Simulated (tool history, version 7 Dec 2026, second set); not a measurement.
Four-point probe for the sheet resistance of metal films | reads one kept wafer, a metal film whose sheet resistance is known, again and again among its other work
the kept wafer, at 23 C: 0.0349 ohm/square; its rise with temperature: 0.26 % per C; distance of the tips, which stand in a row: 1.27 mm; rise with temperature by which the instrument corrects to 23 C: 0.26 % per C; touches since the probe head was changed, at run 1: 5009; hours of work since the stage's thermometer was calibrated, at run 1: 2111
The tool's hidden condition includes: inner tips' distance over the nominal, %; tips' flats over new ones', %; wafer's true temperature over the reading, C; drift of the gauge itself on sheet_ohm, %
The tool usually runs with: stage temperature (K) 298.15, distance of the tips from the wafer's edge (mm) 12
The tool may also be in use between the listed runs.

run,hour,stage temperature (K),distance of the tips from the wafer's edge (mm),touches since the probe head was changed,hours of work since the stage's thermometer was calibrated,sheet resistance as the instrument gives it (ohm/square)
1,0.0,298.15,12,5009,2111,0.035206
2,21.5,298.15,12,5544,2126,0.035214
3,36.6,298.15,12,5919,2137,0.035225
4,50.8,298.15,12,6270,2147,0.035215
5,62.5,298.15,12,6562,2155,0.035218
6,85.0,298.15,12,7122,2171,0.035209
7,106.7,299.15,12,7661,2186,0.035209
8,128.9,298.15,12,8213,2201,0.035216
9,140.1,298.15,12,8490,2209,0.035219
10,159.0,296.15,12,8961,2222,0.035231
11,169.8,298.15,12,9229,2230,0.035220
12,186.2,298.15,12,9637,2241,0.035211
13,196.3,298.15,12,9888,2248,0.035223
14,212.1,300.15,12,10281,2259,0.035206
# hour 214.2: stage's thermometer calibrated
15,234.2,294.15,12,10815,14,0.035251
16,250.3,294.15,12,11218,25,0.035243
17,272.5,307.15,3,11767,41,0.038038
18,282.2,307.15,30,12010,47,0.035018
19,301.7,296.15,4,12495,61,0.036822
20,311.4,308.15,4,12734,68,0.036782
# hour 320.4: stage's thermometer calibrated, once more
21,324.4,308.15,4,13045,3,0.036674
22,337.5,298.15,10,13371,12,0.035226
23,357.9,298.15,29,13878,26,0.034963
24,370.4,298.15,29,14190,35,0.034972
25,384.8,298.15,26,14547,45,0.034965

What would each run have given without the hidden state, its run-to-run variation left as it was?
run,sheet resistance as the instrument gives it (ohm/square)
1,0.035095
2,0.035103
3,0.035113
4,0.035103
5,0.035106
6,0.035097
7,0.035097
8,0.035105
9,0.035107
10,0.035119
11,0.035108
12,0.035100
13,0.035112
14,0.035096
15,0.035124
16,0.035116
17,0.037905
18,0.034895
19,0.036691
20,0.036654
21,0.036647
22,0.035199
23,0.034937
24,0.034946
25,0.034939
